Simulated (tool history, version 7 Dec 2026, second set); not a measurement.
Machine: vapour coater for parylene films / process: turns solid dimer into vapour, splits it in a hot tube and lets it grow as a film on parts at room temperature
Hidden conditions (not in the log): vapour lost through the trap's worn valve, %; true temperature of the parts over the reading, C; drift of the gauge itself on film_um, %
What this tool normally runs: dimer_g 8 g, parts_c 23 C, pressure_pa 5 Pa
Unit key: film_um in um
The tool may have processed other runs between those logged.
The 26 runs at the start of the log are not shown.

| run | hour | dimer_g | parts_c | pressure_pa | hours of work since the trap's valve was overhauled | hours of work since the table's thermometer was calibrated | film_um |
|---|---|---|---|---|---|---|---|
| 27 | 361.8 | 8 | 29 | 3.67 | 231 | 768 | 1.24 |
| 28 | 375 | 8 | 29 | 3.67 | 241 | 779 | 1.26 |
| 29 | 388.7 | 4 | 28 | 2.49 | 252 | 790 | 0.69 |
| 30 | 407.4 | 3 | 18 | 5.6 | 268 | 806 | 0.63 |
| 31 | 420.2 | 3 | 18 | 5.6 | 278 | 816 | 0.63 |
| 32 | 433.8 | 11 | 23 | 8.07 | 289 | 827 | 1.82 |
| 33 | 444.8 | 11 | 30 | 10.86 | 298 | 836 | 1.38 |
|  | 459.5 | trap's valve overhauled |
| 34 | 460.1 | 8 | 19 | 7.7 | 0 | 845 | 1.82 |
| 35 | 476.7 | 4 | 16 | 3.49 | 14 | 859 | 1.12 |
| 36 | 488.1 | 12 | 22 | 6.97 | 23 | 868 | 2.41 |
| 37 | 506.6 | 8 | 23 | 3.38 | 38 | 883 | 1.71 |
| 38 | 526.2 | 8 | 23 | 3.38 | 54 | 899 | 1.69 |
| 39 | 536.2 | 8 | 20 | 2.46 | 63 | 907 | 1.97 |
| 40 | 550.7 | 8 | 20 | 2.46 | 74 | 919 | 1.99 |
| 41 | 559.9 | 10 | 23 | 7.34 | 82 | 927 | 1.91 |
| 42 | 568.2 | 13 | 35 | 4.03 | 89 | 933 | 1.73 |
| 43 | 585.5 | 8 | 24 | 5 | 103 | 948 | 1.52 |
| 44 | 594.9 | 4 | 26 | 11 | 110 | 955 | 0.63 |

Estimate the outcome of run 45 from the log above:
| 45 | 604.6 | 4 | 26 | 11 | 118 | 963 | ? |

Run 45 gave film_um 0.63 um.
The same run, on a tool lacking any hidden state, would have yielded film_um 0.69 um.

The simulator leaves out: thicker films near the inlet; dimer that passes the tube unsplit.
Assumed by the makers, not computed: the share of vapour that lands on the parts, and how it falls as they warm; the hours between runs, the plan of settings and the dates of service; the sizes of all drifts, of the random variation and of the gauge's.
